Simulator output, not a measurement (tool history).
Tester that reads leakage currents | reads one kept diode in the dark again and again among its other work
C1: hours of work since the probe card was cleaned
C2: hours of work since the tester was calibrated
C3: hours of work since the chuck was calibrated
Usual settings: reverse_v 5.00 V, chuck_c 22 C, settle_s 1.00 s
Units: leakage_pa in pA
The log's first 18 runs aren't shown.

Run 19, hour 669.3: usual settings but chuck_c 54 C; C1 1897; C2 962; C3 122. Result: leakage_pa 220.17 pA.
Run 20, hour 704.5: usual settings but chuck_c 26 C; C1 1916; C2 981; C3 141. Result: leakage_pa 31.86 pA.
Run 21, hour 743.2: usual settings but chuck_c 26 C; C1 1937; C2 1002; C3 162. Result: leakage_pa 32.10 pA.
Run 22, hour 786.5: usual settings but reverse_v 6.81 V, chuck_c 24 C, settle_s 3.96 s; C1 1960; C2 1026; C3 185. Result: leakage_pa 34.98 pA.
Run 23, hour 811.4: usual settings but reverse_v 6.81 V, chuck_c 24 C, settle_s 3.96 s; C1 1974; C2 1039; C3 199. Result: leakage_pa 35.15 pA.
Run 24, hour 856.4: usual settings but reverse_v 6.81 V, chuck_c 24 C, settle_s 3.96 s; C1 1998; C2 1064; C3 223. Result: leakage_pa 35.28 pA.
Run 25, hour 894.3: usual settings but reverse_v 2.67 V, settle_s 2.43 s; C1 2019; C2 1084; C3 244. Result: leakage_pa 16.52 pA.
Run 26, hour 920.5: usual settings but reverse_v 7.57 V, settle_s 0.36 s; C1 2033; C2 1098; C3 258. Result: leakage_pa 36.28 pA.
Run 27, hour 956.0: usual settings but reverse_v 10.87 V; C1 2052; C2 1118; C3 277. Result: leakage_pa 46.17 pA.
Run 28, hour 993.2: usual settings but reverse_v 1.70 V, chuck_c 24 C, settle_s 4.92 s; C1 2073; C2 1138; C3 298. Result: leakage_pa 14.16 pA.
Run 29, hour 1013.2: usual settings but chuck_c 58 C, settle_s 7.97 s; C1 2083; C2 1149; C3 308. Result: leakage_pa 298.61 pA.
Run 30, hour 1049.6: usual settings but chuck_c 36 C, settle_s 3.21 s; C1 2103; C2 1169; C3 328. Result: leakage_pa 63.84 pA.
Run 31, hour 1072.4: usual settings but reverse_v 5.08 V, chuck_c 37 C, settle_s 0.44 s; C1 2116; C2 1181; C3 341. Result: leakage_pa 69.70 pA.
Run 32, hour 1116.3: usual settings but reverse_v 4.19 V, settle_s 0.67 s; C1 2139; C2 1205; C3 364. Result: leakage_pa 23.83 pA.
Run 33, hour 1145.1: usual settings but reverse_v 1.45 V, chuck_c 45 C; C1 2155; C2 1221; C3 380. Result: leakage_pa 60.90 pA.
At hour 1185.2: probe card cleaned and baked.
Run 34, hour 1188.3: usual settings but reverse_v 1.45 V, chuck_c 45 C; C1 2; C2 1242; C3 402. Result: leakage_pa 57.86 pA.
Run 35, hour 1222.4: usual settings but reverse_v 1.15 V, chuck_c 55 C, settle_s 2.69 s; C1 20; C2 1261; C3 420. Result: leakage_pa 108.14 pA.
Run 36, hour 1265.9: usual settings but reverse_v 1.15 V, chuck_c 55 C, settle_s 2.69 s; C1 44; C2 1285; C3 444. Result: leakage_pa 109.18 pA.
Run 37, hour 1291.0: usual settings but reverse_v 1.15 V, chuck_c 21 C, settle_s 0.96 s; C1 57; C2 1298; C3 458. Result: leakage_pa 7.06 pA.
Run 38, hour 1323.1: usual settings but reverse_v 1.15 V, chuck_c 21 C, settle_s 0.96 s; C1 75; C2 1316; C3 475. Result: leakage_pa 7.07 pA.
Run 39, hour 1344.0: usual settings but reverse_v 1.15 V, chuck_c 21 C, settle_s 0.96 s; C1 86; C2 1327; C3 487. Result: leakage_pa 7.11 pA.
Run 40, hour 1383.8: usual settings but reverse_v 2.81 V, chuck_c 53 C, settle_s 2.80 s; C1 108; C2 1349; C3 508. Result: leakage_pa 153.10 pA.
Run 41, hour 1421.5: usual settings but reverse_v 9.13 V, settle_s 0.45 s; C1 128; C2 1369; C3 529. Result: leakage_pa 26.02 pA.

Forecast each of these 3 alternatives for the next run:
Run A, hour 1457.5: usual settings but reverse_v 5.18 V, settle_s 2.32 s; C1 148; C2 1389; C3 548. Result: leakage_pa ?.
Run B, hour 1457.5: usual settings but reverse_v 8.19 V; C1 148; C2 1389; C3 548. Result: leakage_pa ?.
Run C, hour 1457.5: usual settings but reverse_v 13.92 V, settle_s 6.62 s; C1 148; C2 1389; C3 548. Result: leakage_pa ?.

run  leakage_pa
  A       17.94
  B       23.76
  C       31.21
Without the tool's hidden state the same runs would have given:
run  leakage_pa
  A       15.66
  B       20.58
  C       26.54

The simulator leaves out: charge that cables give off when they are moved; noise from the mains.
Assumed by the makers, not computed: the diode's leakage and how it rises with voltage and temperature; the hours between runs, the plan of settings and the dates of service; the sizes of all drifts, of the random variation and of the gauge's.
